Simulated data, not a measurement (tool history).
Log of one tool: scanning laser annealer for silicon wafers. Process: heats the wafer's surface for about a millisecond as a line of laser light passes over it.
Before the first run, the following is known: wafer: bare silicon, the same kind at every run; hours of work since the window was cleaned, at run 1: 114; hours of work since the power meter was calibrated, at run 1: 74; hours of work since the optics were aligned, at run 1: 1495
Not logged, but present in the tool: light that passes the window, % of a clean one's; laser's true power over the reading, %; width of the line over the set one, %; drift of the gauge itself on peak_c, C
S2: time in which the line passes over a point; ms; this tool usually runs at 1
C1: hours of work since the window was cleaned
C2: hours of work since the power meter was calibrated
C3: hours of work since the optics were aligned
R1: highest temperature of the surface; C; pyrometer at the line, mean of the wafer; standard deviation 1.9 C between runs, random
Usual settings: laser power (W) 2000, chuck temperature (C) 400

run 1 hour=0 | laser_power_(W)=2000 S2=1 chuck_temperature_(C)=400 | C1=114 C2=74 C3=1495 | R1=1104
run 2 hour=8.7 | laser_power_(W)=2000 S2=0.84 chuck_temperature_(C)=400 | C1=118 C2=78 C3=1499 | R1=1048
run 3 hour=13.2 | laser_power_(W)=2000 S2=0.84 chuck_temperature_(C)=400 | C1=120 C2=80 C3=1501 | R1=1046
run 4 hour=21.3 | laser_power_(W)=2000 S2=1 chuck_temperature_(C)=372 | C1=124 C2=83 C3=1504 | R1=1078
run 5 hour=25.4 | laser_power_(W)=2000 S2=1 chuck_temperature_(C)=372 | C1=126 C2=85 C3=1506 | R1=1076
run 6 hour=32.1 | laser_power_(W)=2000 S2=0.71 chuck_temperature_(C)=400 | C1=129 C2=88 C3=1509 | R1=990
run 7 hour=38.7 | laser_power_(W)=2000 S2=0.71 chuck_temperature_(C)=400 | C1=132 C2=91 C3=1512 | R1=989
run 8 hour=47 | laser_power_(W)=2000 S2=0.71 chuck_temperature_(C)=400 | C1=136 C2=95 C3=1516 | R1=988
run 9 hour=55.1 | laser_power_(W)=2000 S2=0.71 chuck_temperature_(C)=400 | C1=139 C2=99 C3=1520 | R1=989
run 10 hour=63.8 | laser_power_(W)=2000 S2=0.71 chuck_temperature_(C)=400 | C1=143 C2=103 C3=1524 | R1=989
run 11 hour=71 | laser_power_(W)=2000 S2=0.71 chuck_temperature_(C)=400 | C1=147 C2=106 C3=1527 | R1=990
run 12 hour=78.7 | laser_power_(W)=2000 S2=0.71 chuck_temperature_(C)=400 | C1=150 C2=110 C3=1531 | R1=992
run 13 hour=84.2 | laser_power_(W)=2000 S2=0.71 chuck_temperature_(C)=400 | C1=153 C2=112 C3=1533 | R1=991
run 14 hour=88.9 | laser_power_(W)=2000 S2=1 chuck_temperature_(C)=400 | C1=155 C2=114 C3=1535 | R1=1103
run 15 hour=94.8 | laser_power_(W)=2000 S2=1 chuck_temperature_(C)=400 | C1=157 C2=117 C3=1538 | R1=1104
run 16 hour=103.3 | laser_power_(W)=2000 S2=1 chuck_temperature_(C)=400 | C1=161 C2=121 C3=1542 | R1=1104
run 17 hour=112.1 | laser_power_(W)=2000 S2=1 chuck_temperature_(C)=400 | C1=165 C2=125 C3=1546 | R1=1104
run 18 hour=117.6 | laser_power_(W)=2000 S2=1.18 chuck_temperature_(C)=400 | C1=168 C2=127 C3=1548 | R1=1171
run 19 hour=122.9 | laser_power_(W)=1915 S2=1 chuck_temperature_(C)=400 | C1=170 C2=130 C3=1551 | R1=1074
run 20 hour=129.3 | laser_power_(W)=1884 S2=1.08 chuck_temperature_(C)=405 | C1=173 C2=133 C3=1554 | R1=1100
run 21 hour=134.3 | laser_power_(W)=1884 S2=1.08 chuck_temperature_(C)=405 | C1=176 C2=135 C3=1556 | R1=1095
run 22 hour=142.8 | laser_power_(W)=1884 S2=1.08 chuck_temperature_(C)=405 | C1=179 C2=139 C3=1560 | R1=1098
run 23 hour=150.6 | laser_power_(W)=1884 S2=1.08 chuck_temperature_(C)=405 | C1=183 C2=143 C3=1563 | R1=1097
run 24 hour=154.7 | laser_power_(W)=2196 S2=1.08 chuck_temperature_(C)=412 | C1=185 C2=144 C3=1565 | R1=1207
run 25 hour=163.1 | laser_power_(W)=2196 S2=1.08 chuck_temperature_(C)=412 | C1=189 C2=148 C3=1569 | R1=1209
run 26 hour=170.9 | laser_power_(W)=1815 S2=0.89 chuck_temperature_(C)=396 | C1=192 C2=152 C3=1573 | R1=1002
run 27 hour=180.6 | laser_power_(W)=2169 S2=0.77 chuck_temperature_(C)=396 | C1=197 C2=156 C3=1577 | R1=1058
run 28 hour=189.7 | laser_power_(W)=2169 S2=0.77 chuck_temperature_(C)=396 | C1=201 C2=160 C3=1581 | R1=1053
run 29 hour=196.8 | laser_power_(W)=2169 S2=0.77 chuck_temperature_(C)=396 | C1=204 C2=164 C3=1585 | R1=1055
run 30 hour=205.2 | laser_power_(W)=2169 S2=0.77 chuck_temperature_(C)=396 | C1=208 C2=167 C3=1588 | R1=1057
run 31 hour=210.7 | laser_power_(W)=2005 S2=1.2 chuck_temperature_(C)=426 | C1=210 C2=170 C3=1591 | R1=1202
run 32 hour=216.6 | laser_power_(W)=2005 S2=1.2 chuck_temperature_(C)=426 | C1=213 C2=173 C3=1594 | R1=1201
run 33 hour=220.8 | laser_power_(W)=1915 S2=1.01 chuck_temperature_(C)=364 | C1=215 C2=175 C3=1596 | R1=1041
run 34 hour=226.5 | laser_power_(W)=1703 S2=0.81 chuck_temperature_(C)=400 | C1=218 C2=177 C3=1598 | R1=943
run 35 hour=234.5 | laser_power_(W)=2043 S2=1 chuck_temperature_(C)=400 | C1=221 C2=181 C3=1602 | R1=1113
run 36 hour=240.8 | laser_power_(W)=2000 S2=1 chuck_temperature_(C)=436 | C1=224 C2=184 C3=1605 | R1=1135
run 37 hour=247.3 | laser_power_(W)=2000 S2=1 chuck_temperature_(C)=436 | C1=227 C2=187 C3=1608 | R1=1134
run 38 hour=251.5 | laser_power_(W)=2000 S2=0.98 chuck_temperature_(C)=366 | C1=229 C2=189 C3=1610 | R1=1057

5 ways to go on from here, each from the tool as it stands after run 38. What would each give?
run A hour=257.7 | laser_power_(W)=2000 S2=1 chuck_temperature_(C)=391 | C1=232 C2=191 C3=1612 | R1=?
run B hour=257.7 | laser_power_(W)=1983 S2=0.76 chuck_temperature_(C)=389 | C1=232 C2=191 C3=1612 | R1=?
run C hour=257.7 | laser_power_(W)=1720 S2=0.8 chuck_temperature_(C)=406 | C1=232 C2=191 C3=1612 | R1=?
run D hour=257.7 | laser_power_(W)=2000 S2=1 chuck_temperature_(C)=408 | C1=232 C2=191 C3=1612 | R1=?
run E hour=257.7 | laser_power_(W)=2156 S2=0.84 chuck_temperature_(C)=366 | C1=232 C2=191 C3=1612 | R1=?

run=A R1=1090
run=B R1=990
run=C R1=947
run=D R1=1109
run=E R1=1049
With no hidden state in the tool, these same runs would have given:
run=A R1=1114
run=B R1=1010
run=C R1=966
run=D R1=1132
run=E R1=1072

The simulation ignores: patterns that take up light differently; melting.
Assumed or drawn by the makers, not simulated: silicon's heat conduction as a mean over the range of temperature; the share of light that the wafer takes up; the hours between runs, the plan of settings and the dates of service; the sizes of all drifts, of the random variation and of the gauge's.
